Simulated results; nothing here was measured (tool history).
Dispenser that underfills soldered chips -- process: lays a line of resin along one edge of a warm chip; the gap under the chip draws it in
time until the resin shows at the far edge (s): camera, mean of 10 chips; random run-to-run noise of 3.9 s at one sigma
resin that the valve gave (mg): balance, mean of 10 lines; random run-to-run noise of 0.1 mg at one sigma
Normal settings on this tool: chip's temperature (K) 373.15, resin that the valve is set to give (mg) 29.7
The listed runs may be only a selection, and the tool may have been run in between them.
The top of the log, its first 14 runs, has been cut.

run,day,chip's temperature (K),resin that the valve is set to give (mg),hours of work since the syringe was changed,hours of work since the valve was cleaned,hours of work since the stage was calibrated,time until the resin shows at the far edge (s),resin that the valve gave (mg)
15,4.333,379.15,29.7,5,36,173,425.7,29.10
# day 4.425: new syringe of resin
16,4.642,386.15,29.7,3,40,177,291.6,28.86
# day 4.871: new syringe of resin
17,4.917,381.15,29.7,1,44,181,311.5,28.63
18,5.254,368.15,29.7,6,50,187,660.8,28.77
# day 5.325: new syringe of resin
19,5.454,378.15,36.4,2,53,190,367.7,35.00
# day 5.754: new syringe of resin
20,5.821,383.15,33.3,1,58,195,286.3,31.98
21,6.142,374.15,26.2,6,63,200,548.4,25.22
# day 6.217: new syringe of resin
22,6.350,374.15,26.2,2,66,203,441.6,25.14
23,6.550,374.15,26.2,5,70,206,524.7,25.03
# day 6.646: new syringe of resin
24,6.725,388.15,38.3,1,72,209,240.8,36.14
25,6.958,375.15,30.2,5,76,213,483.0,28.65
# day 7.088: new syringe of resin
26,7.271,374.15,35.9,3,81,217,428.8,33.84
# day 7.525: new syringe of resin
27,7.625,367.15,25.3,2,86,223,576.5,23.70
28,7.792,372.15,29.0,4,89,225,523.3,27.10
# day 7.954: new syringe of resin
29,8.121,371.15,32.1,3,94,230,500.3,30.03
# day 8.388: new syringe of resin
30,8.388,365.15,31.8,0,98,234,548.2,29.52
# day 8.700: dispensing valve cleaned and set on the balance
31,8.767,367.15,25.8,5,1,240,686.3,25.73
# day 8.879: new syringe of resin
32,8.975,367.15,25.8,1,4,243,561.4,25.59

Estimate the outcome of run 33 from the log above:
# day 9.312: new syringe of resin
33,9.388,374.15,32.8,1,10,249,?,?

{"run 33": {"time until the resin shows at the far edge (s)": 396.8, "resin that the valve gave (mg)": 32.52}}
Were there no unlogged condition in the tool, this run, its random variation unchanged, would have produced time until the resin shows at the far edge (s) 363.4, resin that the valve gave (mg) 32.84.

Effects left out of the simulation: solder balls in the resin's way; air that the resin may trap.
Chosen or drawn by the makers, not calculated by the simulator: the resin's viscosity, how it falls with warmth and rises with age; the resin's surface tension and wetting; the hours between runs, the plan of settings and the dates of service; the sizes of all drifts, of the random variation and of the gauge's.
